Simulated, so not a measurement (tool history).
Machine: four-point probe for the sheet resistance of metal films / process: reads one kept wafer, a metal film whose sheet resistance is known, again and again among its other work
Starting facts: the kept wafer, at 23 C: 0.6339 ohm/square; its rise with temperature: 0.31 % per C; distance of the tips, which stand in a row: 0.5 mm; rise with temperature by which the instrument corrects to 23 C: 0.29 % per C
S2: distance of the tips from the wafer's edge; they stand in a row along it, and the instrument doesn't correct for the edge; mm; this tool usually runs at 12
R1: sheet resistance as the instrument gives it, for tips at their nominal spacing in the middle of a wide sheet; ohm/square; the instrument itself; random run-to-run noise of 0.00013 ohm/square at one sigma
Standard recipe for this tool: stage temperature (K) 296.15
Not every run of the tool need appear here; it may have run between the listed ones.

Run 1, hour 0: usual settings. Result: R1 0.633087 ohm/square.
Run 2, hour 53.9: usual settings. Result: R1 0.632934 ohm/square.
Run 3, hour 111.2: usual settings. Result: R1 0.632645 ohm/square.
Run 4, hour 166.9: usual settings. Result: R1 0.6326 ohm/square.
Run 5, hour 214.5: usual settings. Result: R1 0.632365 ohm/square.
Run 6, hour 254.2: usual settings but stage temperature (K) 297.15. Result: R1 0.632349 ohm/square.
Run 7, hour 297.8: usual settings but stage temperature (K) 293.15. Result: R1 0.631648 ohm/square.
Run 8, hour 326.1: usual settings but S2 64 mm. Result: R1 0.631391 ohm/square.
Run 9, hour 390: usual settings. Result: R1 0.631626 ohm/square.
Run 10, hour 428.3: usual settings. Result: R1 0.631727 ohm/square.
Run 11, hour 456.5: usual settings. Result: R1 0.631687 ohm/square.
Run 12, hour 506.2: usual settings. Result: R1 0.63138 ohm/square.
Run 13, hour 552.8: usual settings but S2 10 mm. Result: R1 0.631591 ohm/square.
Run 14, hour 611.9: usual settings but S2 4 mm. Result: R1 0.63569 ohm/square.
Run 15, hour 639.6: usual settings but S2 10 mm. Result: R1 0.631364 ohm/square.
Run 16, hour 697.2: usual settings but S2 10 mm. Result: R1 0.630981 ohm/square.
Run 17, hour 749.1: usual settings but S2 10 mm. Result: R1 0.630883 ohm/square.
Run 18, hour 806.2: usual settings. Result: R1 0.630406 ohm/square.
Run 19, hour 856.4: usual settings but S2 19 mm. Result: R1 0.630087 ohm/square.
Run 20, hour 887.8: usual settings but S2 19 mm. Result: R1 0.629476 ohm/square.
Run 21, hour 951.7: usual settings. Result: R1 0.629925 ohm/square.
Run 22, hour 989.4: usual settings but stage temperature (K) 298.15. Result: R1 0.629916 ohm/square.
Run 23, hour 1021.1: usual settings but stage temperature (K) 298.15. Result: R1 0.629729 ohm/square.
Run 24, hour 1075.8: usual settings but stage temperature (K) 292.15, S2 14 mm. Result: R1 0.628842 ohm/square.
Run 25, hour 1105.1: usual settings but stage temperature (K) 292.15, S2 8 mm. Result: R1 0.629488 ohm/square.
Run 26, hour 1136.5: usual settings but stage temperature (K) 303.15, S2 6 mm. Result: R1 0.631832 ohm/square.
Run 27, hour 1165.4: usual settings but stage temperature (K) 308.15, S2 7 mm. Result: R1 0.631962 ohm/square.
At hour 1192.6: new probe head fitted.
Run 28, hour 1226.2: usual settings but stage temperature (K) 303.15. Result: R1 0.636306 ohm/square.
Run 29, hour 1264.3: usual settings but stage temperature (K) 299.15, S2 28 mm. Result: R1 0.635226 ohm/square.
Run 30, hour 1293.8: usual settings but stage temperature (K) 303.15. Result: R1 0.636053 ohm/square.
Run 31, hour 1333.6: usual settings but stage temperature (K) 304.15, S2 9 mm. Result: R1 0.636562 ohm/square.
Run 32, hour 1392.1: usual settings but stage temperature (K) 304.15, S2 9 mm. Result: R1 0.636207 ohm/square.
Run 33, hour 1440.8: usual settings but stage temperature (K) 298.15, S2 4 mm. Result: R1 0.639403 ohm/square.
Run 34, hour 1483.4: usual settings but stage temperature (K) 299.15, S2 19 mm. Result: R1 0.634375 ohm/square.
Run 35, hour 1545.3: usual settings but stage temperature (K) 303.15. Result: R1 0.635158 ohm/square.
Run 36, hour 1577.9: usual settings but stage temperature (K) 304.15, S2 4 mm. Result: R1 0.63978 ohm/square.
Run 37, hour 1621.9: usual settings but stage temperature (K) 292.15, S2 8 mm. Result: R1 0.634314 ohm/square.
Run 38, hour 1658.7: usual settings but stage temperature (K) 292.15, S2 8 mm. Result: R1 0.634044 ohm/square.
Run 39, hour 1691: usual settings but stage temperature (K) 292.15, S2 8 mm. Result: R1 0.633861 ohm/square.
Run 40, hour 1755.3: usual settings but stage temperature (K) 292.15, S2 11 mm. Result: R1 0.633162 ohm/square.
Run 41, hour 1787.7: usual settings but stage temperature (K) 292.15, S2 11 mm. Result: R1 0.632983 ohm/square.
Run 42, hour 1831.7: usual settings but stage temperature (K) 295.15, S2 3 mm. Result: R1 0.641928 ohm/square.
Run 43, hour 1864.4: usual settings but stage temperature (K) 294.15, S2 22 mm. Result: R1 0.632401 ohm/square.
Run 44, hour 1904.1: usual settings but stage temperature (K) 307.15. Result: R1 0.634228 ohm/square.
Run 45, hour 1934: usual settings but stage temperature (K) 307.15. Result: R1 0.634459 ohm/square.

How would selected steps in R1 from run to run divide? Give the signed amount a tool lacking its hidden state would still show from settings, what came in and random variation, and the signed amount left for the hidden state, including any gauge scatter that is not in both of the compared results.
What the log doesn't record here: inner tips' distance over the nominal, %; tips' flats over new ones', %; wafer's true temperature over the reading, C; drift of the gauge itself on sheet_ohm, %.
Run 13 -> 14: S2 10 -> 4. R1 +0.004099 ohm/square: hidden state -0.000223, all else +0.004322.
Run 27 -> 28: stage temperature (K) 308.15 -> 303.15, S2 7 -> 12, new probe head fitted. R1 +0.004344 ohm/square: hidden state +0.006243, all else -0.001899.
Run 36 -> 37: stage temperature (K) 304.15 -> 292.15, S2 4 -> 8. R1 -0.005466 ohm/square: hidden state -0.000185, all else -0.005281.
Run 39 -> 40: S2 8 -> 11. R1 -0.000699 ohm/square: hidden state -0.000225, all else -0.000474.
Run 41 -> 42: stage temperature (K) 292.15 -> 295.15, S2 11 -> 3. R1 +0.008945 ohm/square: hidden state -0.000161, all else +0.009106.
Run 42 -> 43: stage temperature (K) 295.15 -> 294.15, S2 3 -> 22. R1 -0.009527 ohm/square: hidden state -0.000086, all else -0.009441.
